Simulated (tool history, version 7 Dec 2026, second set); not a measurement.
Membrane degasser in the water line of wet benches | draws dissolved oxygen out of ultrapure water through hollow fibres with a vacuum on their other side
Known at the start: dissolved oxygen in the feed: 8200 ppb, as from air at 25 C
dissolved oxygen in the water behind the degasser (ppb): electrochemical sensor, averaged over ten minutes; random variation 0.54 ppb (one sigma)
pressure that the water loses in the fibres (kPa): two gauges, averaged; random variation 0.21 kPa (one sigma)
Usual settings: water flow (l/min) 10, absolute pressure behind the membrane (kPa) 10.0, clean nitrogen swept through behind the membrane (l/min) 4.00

run	hour	water flow (l/min)	absolute pressure behind the membrane (kPa)	clean nitrogen swept through behind the membrane (l/min)	dissolved oxygen in the water behind the degasser (ppb)	pressure that the water loses in the fibres (kPa)
1	0.0	10	10.0	4.00	44.6	49.59
2	140.2	10	10.0	1.97	89.4	49.90
3	313.6	10	10.0	1.97	87.7	50.00
4	514.6	10	6.1	1.97	39.9	50.07
5	658.7	10	6.1	1.97	39.3	49.64
6	820.0	10	10.0	4.00	45.5	49.88
7	959.9	10	23.4	4.00	127.3	50.00
8	1046.2	10	23.4	4.00	128.2	50.10
9	1231.5	10	6.3	4.00	23.1	49.99
10	1378.3	10	6.3	4.00	23.7	50.00
# hour 1396.5: vacuum gauge calibrated
11	1500.5	15	10.0	4.00	80.7	74.81
12	1648.3	15	10.0	4.00	78.8	75.42
# hour 1805.1: vacuum gauge calibrated, once more
13	1805.3	10	10.0	4.00	45.3	49.81
14	1905.6	12	10.0	4.00	58.0	60.00
15	2020.3	12	10.0	4.00	57.0	59.93
16	2199.8	7	10.0	4.00	30.5	34.88
17	2382.3	6	8.6	4.21	19.9	30.12
18	2576.3	6	8.6	4.21	19.7	30.06
19	2719.3	8	6.9	7.05	12.0	40.13
20	2923.3	16	13.8	7.05	81.2	80.76
21	3039.8	10	6.7	4.00	26.2	50.67
22	3249.5	10	6.7	4.00	25.7	50.15
23	3441.2	10	6.7	4.00	25.7	50.30
24	3587.4	10	6.7	4.00	26.2	50.46
25	3744.0	10	6.0	6.88	14.3	50.48
26	3948.0	12	10.0	4.00	59.9	60.74
27	4152.2	12	10.0	4.00	58.1	60.62
28	4344.7	15	9.2	4.00	73.8	76.21
29	4518.8	15	9.2	4.00	75.3	76.59
30	4633.3	7	23.7	6.42	60.9	35.57
31	4839.7	16	10.2	4.94	78.4	82.11

Forecast each of these 4 alternatives for the next run:
A	4966.9	13	16.9	9.01	?	?
B	4966.9	7	10.2	11.14	?	?
C	4966.9	11	12.6	2.31	?	?
D	4966.9	7	22.3	6.10	?	?

run	dissolved oxygen in the water behind the degasser (ppb)	pressure that the water loses in the fibres (kPa)
A	62.0	66.08
B	12.7	35.98
C	117.9	56.23
D	58.3	36.02
Without the tool's hidden state the same runs would have given:
run	dissolved oxygen in the water behind the degasser (ppb)	pressure that the water loses in the fibres (kPa)
A	56.3	61.69
B	11.7	33.61
C	112.0	52.51
D	54.9	33.65
